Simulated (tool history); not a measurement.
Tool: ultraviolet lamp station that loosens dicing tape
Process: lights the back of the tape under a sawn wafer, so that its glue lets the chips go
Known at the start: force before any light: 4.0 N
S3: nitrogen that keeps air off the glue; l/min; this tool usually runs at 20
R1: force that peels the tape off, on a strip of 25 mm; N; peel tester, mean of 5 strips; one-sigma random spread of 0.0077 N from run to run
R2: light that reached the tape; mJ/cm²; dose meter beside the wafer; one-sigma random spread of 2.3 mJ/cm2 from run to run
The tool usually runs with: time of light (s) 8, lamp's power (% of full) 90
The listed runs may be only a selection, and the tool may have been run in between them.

run 1 day=0.000 | time_of_light_(s)=8 lamp's_power_(%_of_full)=90 S3=20 | R1=0.343 R2=192
run 2 day=0.383 | time_of_light_(s)=8 lamp's_power_(%_of_full)=90 S3=20 | R1=0.359 R2=192
run 3 day=0.729 | time_of_light_(s)=12 lamp's_power_(%_of_full)=90 S3=20 | R1=0.249 R2=282
run 4 day=1.175 | time_of_light_(s)=12 lamp's_power_(%_of_full)=90 S3=20 | R1=0.247 R2=280
run 5 day=1.417 | time_of_light_(s)=8 lamp's_power_(%_of_full)=90 S3=15 | R1=0.408 R2=186
run 6 day=1.838 | time_of_light_(s)=8 lamp's_power_(%_of_full)=90 S3=20 | R1=0.355 R2=186
-- day=1.892 window cleaned of glue's vapour
run 7 day=2.262 | time_of_light_(s)=12 lamp's_power_(%_of_full)=78 S3=17 | R1=0.311 R2=228
run 8 day=2.646 | time_of_light_(s)=12 lamp's_power_(%_of_full)=78 S3=17 | R1=0.297 R2=223
run 9 day=3.121 | time_of_light_(s)=8 lamp's_power_(%_of_full)=64 S3=7 | R1=1.106 R2=123
run 10 day=3.462 | time_of_light_(s)=10 lamp's_power_(%_of_full)=70 S3=23 | R1=0.396 R2=160
run 11 day=3.875 | time_of_light_(s)=8 lamp's_power_(%_of_full)=63 S3=20 | R1=0.691 R2=118

Measured minus without-hidden-state, run by run (identical run-to-run variation in each term; gauge scatter may differ):
Hidden state present: lamp's light, % of a new lamp's; light that the window lets through, % of a clean one's; drift of the gauge itself on peel_n, %; drift of the gauge itself on dose_mj_cm2, %.
run=1 R1=+0.058 R2=-37
run=2 R1=+0.062 R2=-39
run=3 R1=+0.015 R2=-58
run=4 R1=+0.016 R2=-60
run=5 R1=+0.089 R2=-42
run=6 R1=+0.072 R2=-42
run=7 R1=+0.057 R2=-71
run=8 R1=+0.057 R2=-72
run=9 R1=+0.338 R2=-41
run=10 R1=+0.111 R2=-56
run=11 R1=+0.240 R2=-41
